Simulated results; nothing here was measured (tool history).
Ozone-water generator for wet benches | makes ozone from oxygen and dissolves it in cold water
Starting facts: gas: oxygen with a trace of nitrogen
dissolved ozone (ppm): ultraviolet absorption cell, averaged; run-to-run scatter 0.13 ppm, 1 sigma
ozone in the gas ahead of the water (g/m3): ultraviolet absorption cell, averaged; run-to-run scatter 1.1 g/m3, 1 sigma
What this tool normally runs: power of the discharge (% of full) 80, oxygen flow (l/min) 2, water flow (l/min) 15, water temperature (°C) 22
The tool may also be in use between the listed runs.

run    hour  power of the discharge (% of full)  oxygen flow (l/min)  water flow (l/min)  water temperature (°C)  dissolved ozone (ppm)  ozone in the gas ahead of the water (g/m3)
  1       0                                  80                    2                  15                      22                     15                                         202
  2    42.3                                  80                    2                  15                      22                   15.2                                       201.4
  3    88.4                                  80                    2                  22                      22                   10.4                                       200.6
  4   133.9                                  80                    2                  22                      22                   10.3                                       199.4
  5   197.3                                  80                    2                  22                      22                   10.5                                       201.7
  6   235.8                                  80                    2                  22                      22                   10.5                                       200.7
  7     297                                  80                 1.31                  15                      22                   13.3                                       239.7
  8   357.3                                  80                 1.31                  15                      22                   13.1                                       238.8
  9   382.8                                  80                 1.31                  15                      22                   13.2                                       238.1
 10   430.7                                  80                 1.31                  15                      22                   13.2                                       238.4
 11   468.5                                  80                 1.31                  15                      22                     13                                       237.1
 12   495.7                                  80                 1.31                  15                      22                   13.2                                       239.8
 13   541.7                                  80                    2                  15                      14                   16.2                                       199.4
 14   581.7                                  80                    2                  15                      22                   14.8                                       198.8
 15     627                                  80                    2                  15                      22                   14.9                                       198.6
 16   665.7                                  76                    2                  15                      22                   14.3                                       192.8
 17   721.2                                  76                    2                  15                      22                   14.4                                       192.7
 18   777.9                                  76                    2                  15                      22                   14.6                                       193.2
 19   820.1                                  76                    2                  15                      22                   14.2                                       192.1
 20   865.8                                  70                    2                  16                      23                   12.7                                       181.7
 21   904.7                                  88                    2                   9                      19                   24.9                                       212.6
      913.2  -- contactor cleaned
 22   961.1                                  88                    2                   9                      19                   24.3                                       212.5
 23   989.1                                  88                    2                   9                      19                   24.4                                       211.9
 24    1023                                  80                    2                  21                      16                   11.2                                       197.6
 25  1052.8                                  80                    2                  21                      16                   11.3                                       197.7
 26  1083.9                                  64                 1.05                  13                      14                   12.7                                       225.3
 27  1113.9                                  64                 1.05                  13                      14                   12.4                                       224.4
     1148.3  -- contactor cleaned, once more
 28  1171.8                                  80                 3.12                  21                      23                   12.1                                       166.3
 29  1229.9                                  80                 3.12                  21                      23                     12                                       165.2
 30  1284.7                                  61                  1.7                  21                      18                    8.7                                       175.5
 31  1347.7                                  63                 1.39                  19                      18                    9.1                                       195.1
 32  1386.9                                  64                 1.39                  23                      27                    7.3                                       197.6
 33  1418.7                                  64                 1.39                  23                      27                    6.9                                       197.6

Measured result minus the same run's result without the hidden state. Both carry the same run-to-run variation, though not necessarily the same gauge scatter:
Unlogged tool condition in this case: yield of the discharge, % of new electrodes'; contactor's efficiency, % of a clean one's; true water temperature over the reading, C; drift of the gauge itself on ozone_ppm, %; drift of the gauge itself on gas_g_m3, %.
run  dissolved ozone (ppm)  ozone in the gas ahead of the water (g/m3)
  1                   -0.1                                        -0.6
  2                   -0.1                                        -0.8
  3                   -0.1                                        -0.9
  4                   -0.2                                          -1
  5                   -0.1                                        -1.2
  6                   -0.2                                        -1.3
  7                   -0.2                                        -1.8
  8                   -0.2                                        -1.9
  9                   -0.2                                        -2.1
 10                   -0.2                                        -2.2
 11                   -0.2                                        -2.3
 12                   -0.2                                        -2.4
 13                   -0.3                                        -2.1
 14                   -0.3                                        -2.2
 15                   -0.3                                        -2.3
 16                   -0.3                                        -2.3
 17                   -0.3                                        -2.5
 18                   -0.2                                        -2.5
 19                   -0.3                                        -2.7
 20                   -0.3                                        -2.5
 21                   -0.5                                        -3.6
 22                   -0.6                                        -3.7
 23                   -0.6                                        -3.8
 24                   -0.3                                        -3.4
 25                   -0.3                                        -3.5
 26                   -0.3                                        -3.4
 27                   -0.3                                        -3.6
 28                   -0.2                                        -3.1
 29                   -0.3                                        -3.3
 30                   -0.2                                          -3
 31                   -0.2                                        -3.6
 32                   -0.2                                        -3.8
 33                   -0.2                                        -3.8
